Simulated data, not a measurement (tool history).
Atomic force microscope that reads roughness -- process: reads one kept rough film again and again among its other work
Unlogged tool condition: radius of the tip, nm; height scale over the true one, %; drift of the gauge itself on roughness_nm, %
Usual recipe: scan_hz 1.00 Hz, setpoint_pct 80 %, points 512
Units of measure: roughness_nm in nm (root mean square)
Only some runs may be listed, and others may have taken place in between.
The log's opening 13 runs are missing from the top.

run    hour  scan_hz  setpoint_pct  points  pictures with this tip  hours of work since the height scale was calibrated  roughness_nm
 14   410.6     1.00            80     412                     169                                                  618         4.062
      429.8  -- new tip fitted
 15   453.6     1.00            80     412                      27                                                  640         4.451
 16   493.2     1.00            80     412                      72                                                  661         4.320
 17   523.9     0.56            75     512                     107                                                  678         4.266
 18   572.0     2.84            87     386                     161                                                  704         3.772
      600.5  -- new tip fitted
 19   621.3     2.84            87     386                      23                                                  730         4.116
 20   642.0     2.17            87     319                      47                                                  741         4.114
 21   679.2     1.71            87     345                      89                                                  761         4.126
 22   729.0     1.21            80     512                     145                                                  787         4.099
 23   757.7     1.35            69     600                     178                                                  803         4.094
      769.6  -- new tip fitted
 24   797.3     1.35            69     600                      31                                                  823         4.455
 25   840.9     1.43            88     512                      81                                                  847         4.149
 26   878.0     2.80            68     307                     123                                                  866         4.136
 27   902.2     2.05            68     265                     150                                                  879         4.081
      938.4  -- new tip fitted
 28   945.2     0.58            79     291                       8                                                  902         4.536
 29   966.7     1.00            73     512                      33                                                  914         4.432
 30   990.9     1.20            78     512                      60                                                  927         4.343
 31  1037.2     1.20            78     512                     112                                                  951         4.198

Alternative continuations, all from the tool just after run 31; predict every row:
  A  1064.8     0.92            88     325                     144                                                  966             ?
  B  1064.8     0.68            78     512                     144                                                  966             ?
  C  1064.8     1.20            89     641                     144                                                  966             ?
  D  1064.8     0.59            77     295                     144                                                  966             ?

run  roughness_nm
  A         4.130
  B         4.203
  C         4.049
  D         4.211
With no hidden state in the tool, these same runs would have given:
run  roughness_nm
  A         4.458
  B         4.536
  C         4.371
  D         4.545

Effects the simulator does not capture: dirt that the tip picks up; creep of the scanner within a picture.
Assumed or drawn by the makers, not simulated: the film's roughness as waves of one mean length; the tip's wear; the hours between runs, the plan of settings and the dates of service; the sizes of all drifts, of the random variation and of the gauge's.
